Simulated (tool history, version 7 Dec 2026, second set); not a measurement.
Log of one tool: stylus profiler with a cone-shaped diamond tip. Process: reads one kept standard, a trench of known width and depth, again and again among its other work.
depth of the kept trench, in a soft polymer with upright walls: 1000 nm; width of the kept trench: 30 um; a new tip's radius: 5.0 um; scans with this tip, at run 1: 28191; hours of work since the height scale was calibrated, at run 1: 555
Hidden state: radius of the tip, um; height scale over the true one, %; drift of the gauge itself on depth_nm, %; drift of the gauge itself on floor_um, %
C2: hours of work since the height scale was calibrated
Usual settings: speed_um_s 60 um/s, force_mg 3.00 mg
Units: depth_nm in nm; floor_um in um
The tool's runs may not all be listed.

run 1 hour=0.0 | speed_um_s=60 force_mg=3.00 | scans_with_this_tip=28191 C2=555 | depth_nm=1011.40 floor_um=20.22
run 2 hour=109.7 | speed_um_s=60 force_mg=3.00 | scans_with_this_tip=28768 C2=620 | depth_nm=1010.90 floor_um=20.18
run 3 hour=235.9 | speed_um_s=60 force_mg=4.43 | scans_with_this_tip=29432 C2=695 | depth_nm=1014.13 floor_um=20.18
run 4 hour=298.7 | speed_um_s=223 force_mg=3.00 | scans_with_this_tip=29763 C2=732 | depth_nm=1010.88 floor_um=19.36
run 5 hour=368.0 | speed_um_s=223 force_mg=3.00 | scans_with_this_tip=30127 C2=773 | depth_nm=1010.86 floor_um=19.30
-- hour=435.8 height scale calibrated on a step standard
run 6 hour=435.8 | speed_um_s=223 force_mg=3.00 | scans_with_this_tip=30481 C2=0 | depth_nm=1013.63 floor_um=19.24
run 7 hour=551.8 | speed_um_s=60 force_mg=1.05 | scans_with_this_tip=31092 C2=69 | depth_nm=1006.74 floor_um=19.77
run 8 hour=666.6 | speed_um_s=60 force_mg=1.05 | scans_with_this_tip=31696 C2=137 | depth_nm=1006.84 floor_um=19.69
run 9 hour=769.7 | speed_um_s=60 force_mg=1.05 | scans_with_this_tip=32238 C2=198 | depth_nm=1006.62 floor_um=19.69
run 10 hour=865.7 | speed_um_s=160 force_mg=3.00 | scans_with_this_tip=32744 C2=255 | depth_nm=1012.34 floor_um=19.39
run 11 hour=975.4 | speed_um_s=65 force_mg=3.00 | scans_with_this_tip=33321 C2=320 | depth_nm=1012.51 floor_um=19.69
run 12 hour=1069.7 | speed_um_s=23 force_mg=3.00 | scans_with_this_tip=33817 C2=376 | depth_nm=1012.22 floor_um=19.86
run 13 hour=1149.7 | speed_um_s=23 force_mg=3.00 | scans_with_this_tip=34238 C2=423 | depth_nm=1012.00 floor_um=19.82
run 14 hour=1266.0 | speed_um_s=60 force_mg=3.00 | scans_with_this_tip=34850 C2=492 | depth_nm=1011.85 floor_um=19.57
run 15 hour=1385.2 | speed_um_s=60 force_mg=3.00 | scans_with_this_tip=35477 C2=563 | depth_nm=1011.63 floor_um=19.53
run 16 hour=1466.3 | speed_um_s=191 force_mg=3.00 | scans_with_this_tip=35904 C2=611 | depth_nm=1011.72 floor_um=18.90
run 17 hour=1564.7 | speed_um_s=191 force_mg=3.00 | scans_with_this_tip=36422 C2=669 | depth_nm=1011.27 floor_um=18.85
run 18 hour=1643.7 | speed_um_s=60 force_mg=3.00 | scans_with_this_tip=36838 C2=716 | depth_nm=1011.80 floor_um=19.41
run 19 hour=1713.6 | speed_um_s=60 force_mg=3.00 | scans_with_this_tip=37205 C2=757 | depth_nm=1011.22 floor_um=19.37
run 20 hour=1793.2 | speed_um_s=19 force_mg=3.00 | scans_with_this_tip=37624 C2=804 | depth_nm=1010.83 floor_um=19.57
-- hour=1810.2 height scale calibrated on a step standard
run 21 hour=1916.8 | speed_um_s=19 force_mg=3.00 | scans_with_this_tip=38272 C2=63 | depth_nm=1012.41 floor_um=19.49
-- hour=1946.5 new tip fitted, height scale calibrated
run 22 hour=2050.6 | speed_um_s=60 force_mg=5.35 | scans_with_this_tip=548 C2=62 | depth_nm=1019.03 floor_um=23.84
run 23 hour=2148.6 | speed_um_s=55 force_mg=5.35 | scans_with_this_tip=1063 C2=120 | depth_nm=1018.79 floor_um=23.77
run 24 hour=2213.5 | speed_um_s=189 force_mg=3.00 | scans_with_this_tip=1405 C2=158 | depth_nm=1012.71 floor_um=23.00
run 25 hour=2297.1 | speed_um_s=21 force_mg=4.10 | scans_with_this_tip=1845 C2=208 | depth_nm=1015.28 floor_um=23.71
run 26 hour=2407.6 | speed_um_s=39 force_mg=3.76 | scans_with_this_tip=2426 C2=273 | depth_nm=1014.49 floor_um=23.58
run 27 hour=2490.1 | speed_um_s=37 force_mg=2.22 | scans_with_this_tip=2860 C2=322 | depth_nm=1010.04 floor_um=23.46
run 28 hour=2615.7 | speed_um_s=37 force_mg=2.22 | scans_with_this_tip=3521 C2=396 | depth_nm=1009.49 floor_um=23.40
run 29 hour=2693.2 | speed_um_s=37 force_mg=2.22 | scans_with_this_tip=3929 C2=442 | depth_nm=1009.53 floor_um=23.30
run 30 hour=2811.5 | speed_um_s=37 force_mg=2.22 | scans_with_this_tip=4552 C2=513 | depth_nm=1009.12 floor_um=23.23
run 31 hour=2919.9 | speed_um_s=18 force_mg=3.72 | scans_with_this_tip=5122 C2=577 | depth_nm=1013.39 floor_um=23.25
run 32 hour=2977.5 | speed_um_s=18 force_mg=3.72 | scans_with_this_tip=5425 C2=611 | depth_nm=1013.14 floor_um=23.28
run 33 hour=3070.5 | speed_um_s=49 force_mg=7.00 | scans_with_this_tip=5914 C2=666 | depth_nm=1020.62 floor_um=23.12

Run 34 comes next. What will it give?
run 34 hour=3204.7 | speed_um_s=49 force_mg=7.00 | scans_with_this_tip=6620 C2=745 | depth_nm=? floor_um=?

depth_nm: 1020.22 nm
floor_um: 22.97 um
Without the tool's hidden state the same run would have given depth_nm 1022.20 nm, floor_um 23.83 um.
